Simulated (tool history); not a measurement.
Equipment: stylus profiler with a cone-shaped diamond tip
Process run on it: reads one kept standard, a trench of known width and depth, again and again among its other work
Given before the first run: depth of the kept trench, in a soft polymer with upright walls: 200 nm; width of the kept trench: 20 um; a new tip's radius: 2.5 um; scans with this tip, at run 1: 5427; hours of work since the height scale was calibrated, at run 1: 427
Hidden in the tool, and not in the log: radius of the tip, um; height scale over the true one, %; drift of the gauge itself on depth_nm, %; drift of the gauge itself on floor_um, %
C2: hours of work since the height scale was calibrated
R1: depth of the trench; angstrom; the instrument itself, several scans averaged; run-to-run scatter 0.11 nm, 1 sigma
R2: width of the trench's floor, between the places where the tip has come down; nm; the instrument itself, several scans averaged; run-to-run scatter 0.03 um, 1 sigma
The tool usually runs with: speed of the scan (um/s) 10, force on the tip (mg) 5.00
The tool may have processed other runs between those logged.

run 1 hour=0.0 | speed_of_the_scan_(um/s)=10 force_on_the_tip_(mg)=5.00 | scans_with_this_tip=5427 C2=427 | R1=2020.1 R2=18040
run 2 hour=63.7 | speed_of_the_scan_(um/s)=10 force_on_the_tip_(mg)=5.00 | scans_with_this_tip=6022 C2=474 | R1=2019.4 R2=18060
run 3 hour=114.4 | speed_of_the_scan_(um/s)=10 force_on_the_tip_(mg)=7.95 | scans_with_this_tip=6495 C2=511 | R1=2028.0 R2=18010
run 4 hour=167.4 | speed_of_the_scan_(um/s)=10 force_on_the_tip_(mg)=5.00 | scans_with_this_tip=6990 C2=550 | R1=2019.0 R2=18040
run 5 hour=253.5 | speed_of_the_scan_(um/s)=10 force_on_the_tip_(mg)=5.00 | scans_with_this_tip=7795 C2=613 | R1=2020.7 R2=18050
run 6 hour=326.9 | speed_of_the_scan_(um/s)=10 force_on_the_tip_(mg)=5.00 | scans_with_this_tip=8481 C2=667 | R1=2020.0 R2=18020
run 7 hour=400.9 | speed_of_the_scan_(um/s)=10 force_on_the_tip_(mg)=5.00 | scans_with_this_tip=9173 C2=721 | R1=2020.0 R2=18000
run 8 hour=453.4 | speed_of_the_scan_(um/s)=10 force_on_the_tip_(mg)=5.00 | scans_with_this_tip=9663 C2=760 | R1=2020.9 R2=18060
run 9 hour=567.8 | speed_of_the_scan_(um/s)=10 force_on_the_tip_(mg)=5.00 | scans_with_this_tip=10732 C2=844 | R1=2019.2 R2=18020
run 10 hour=624.2 | speed_of_the_scan_(um/s)=10 force_on_the_tip_(mg)=5.00 | scans_with_this_tip=11258 C2=885 | R1=2020.3 R2=18040
run 11 hour=687.9 | speed_of_the_scan_(um/s)=10 force_on_the_tip_(mg)=5.00 | scans_with_this_tip=11854 C2=932 | R1=2019.5 R2=18000
run 12 hour=767.6 | speed_of_the_scan_(um/s)=10 force_on_the_tip_(mg)=5.00 | scans_with_this_tip=12598 C2=991 | R1=2020.9 R2=18030
run 13 hour=857.1 | speed_of_the_scan_(um/s)=10 force_on_the_tip_(mg)=5.00 | scans_with_this_tip=13434 C2=1057 | R1=2019.7 R2=18040
run 14 hour=941.4 | speed_of_the_scan_(um/s)=10 force_on_the_tip_(mg)=5.00 | scans_with_this_tip=14222 C2=1119 | R1=2021.6 R2=18070
run 15 hour=1038.5 | speed_of_the_scan_(um/s)=10 force_on_the_tip_(mg)=5.00 | scans_with_this_tip=15129 C2=1190 | R1=2021.4 R2=18060
run 16 hour=1118.1 | speed_of_the_scan_(um/s)=18 force_on_the_tip_(mg)=5.00 | scans_with_this_tip=15873 C2=1248 | R1=2020.2 R2=18010
run 17 hour=1224.0 | speed_of_the_scan_(um/s)=18 force_on_the_tip_(mg)=5.00 | scans_with_this_tip=16863 C2=1326 | R1=2020.1 R2=18000
run 18 hour=1321.1 | speed_of_the_scan_(um/s)=18 force_on_the_tip_(mg)=7.55 | scans_with_this_tip=17770 C2=1398 | R1=2028.1 R2=18020
run 19 hour=1381.9 | speed_of_the_scan_(um/s)=3 force_on_the_tip_(mg)=5.69 | scans_with_this_tip=18338 C2=1442 | R1=2022.9 R2=18060
run 20 hour=1465.6 | speed_of_the_scan_(um/s)=5 force_on_the_tip_(mg)=1.94 | scans_with_this_tip=19120 C2=1504 | R1=2011.9 R2=18020
run 21 hour=1515.2 | speed_of_the_scan_(um/s)=5 force_on_the_tip_(mg)=1.94 | scans_with_this_tip=19583 C2=1540 | R1=2010.7 R2=18070
run 22 hour=1574.1 | speed_of_the_scan_(um/s)=10 force_on_the_tip_(mg)=9.86 | scans_with_this_tip=20134 C2=1583 | R1=2029.5 R2=18030
run 23 hour=1630.0 | speed_of_the_scan_(um/s)=26 force_on_the_tip_(mg)=5.00 | scans_with_this_tip=20656 C2=1625 | R1=2020.7 R2=17970
-- hour=1645.3 height scale calibrated on a step standard
run 24 hour=1740.4 | speed_of_the_scan_(um/s)=5 force_on_the_tip_(mg)=5.00 | scans_with_this_tip=21683 C2=70 | R1=2019.5 R2=17980
run 25 hour=1801.1 | speed_of_the_scan_(um/s)=4 force_on_the_tip_(mg)=10.19 | scans_with_this_tip=22250 C2=115 | R1=2032.8 R2=18090
run 26 hour=1905.5 | speed_of_the_scan_(um/s)=3 force_on_the_tip_(mg)=2.33 | scans_with_this_tip=23225 C2=191 | R1=2012.2 R2=18020
run 27 hour=1973.6 | speed_of_the_scan_(um/s)=22 force_on_the_tip_(mg)=3.82 | scans_with_this_tip=23861 C2=241 | R1=2017.5 R2=17970
run 28 hour=2077.0 | speed_of_the_scan_(um/s)=19 force_on_the_tip_(mg)=9.94 | scans_with_this_tip=24827 C2=317 | R1=2031.8 R2=18020
run 29 hour=2125.5 | speed_of_the_scan_(um/s)=23 force_on_the_tip_(mg)=2.43 | scans_with_this_tip=25281 C2=353 | R1=2012.6 R2=17980
-- hour=2171.9 new tip fitted, height scale calibrated
run 30 hour=2216.6 | speed_of_the_scan_(um/s)=38 force_on_the_tip_(mg)=1.70 | scans_with_this_tip=418 C2=33 | R1=2009.1 R2=17970
run 31 hour=2296.9 | speed_of_the_scan_(um/s)=5 force_on_the_tip_(mg)=6.98 | scans_with_this_tip=1168 C2=92 | R1=2026.6 R2=18040
run 32 hour=2388.6 | speed_of_the_scan_(um/s)=4 force_on_the_tip_(mg)=2.49 | scans_with_this_tip=2025 C2=159 | R1=2011.2 R2=18030
run 33 hour=2469.7 | speed_of_the_scan_(um/s)=4 force_on_the_tip_(mg)=2.49 | scans_with_this_tip=2783 C2=219 | R1=2013.0 R2=18000
run 34 hour=2585.5 | speed_of_the_scan_(um/s)=4 force_on_the_tip_(mg)=2.49 | scans_with_this_tip=3864 C2=304 | R1=2009.1 R2=18030

Below are 5 alternative next runs, each starting from the tool's condition after run 34. Predict each:
run A hour=2702.0 | speed_of_the_scan_(um/s)=39 force_on_the_tip_(mg)=8.34 | scans_with_this_tip=4953 C2=390 | R1=? R2=?
run B hour=2702.0 | speed_of_the_scan_(um/s)=10 force_on_the_tip_(mg)=2.94 | scans_with_this_tip=4953 C2=390 | R1=? R2=?
run C hour=2702.0 | speed_of_the_scan_(um/s)=10 force_on_the_tip_(mg)=3.00 | scans_with_this_tip=4953 C2=390 | R1=? R2=?
run D hour=2702.0 | speed_of_the_scan_(um/s)=4 force_on_the_tip_(mg)=2.11 | scans_with_this_tip=4953 C2=390 | R1=? R2=?
run E hour=2702.0 | speed_of_the_scan_(um/s)=31 force_on_the_tip_(mg)=4.51 | scans_with_this_tip=4953 C2=390 | R1=? R2=?

run=A R1=2026.9 R2=18010
run=B R1=2013.8 R2=18060
run=C R1=2013.6 R2=17970
run=D R1=2012.0 R2=18030
run=E R1=2018.9 R2=17980
Without the tool's hidden state the same runs would have given:
run=A R1=2026.8 R2=18010
run=B R1=2013.7 R2=18060
run=C R1=2013.6 R2=17980
run=D R1=2012.0 R2=18030
run=E R1=2018.8 R2=17980
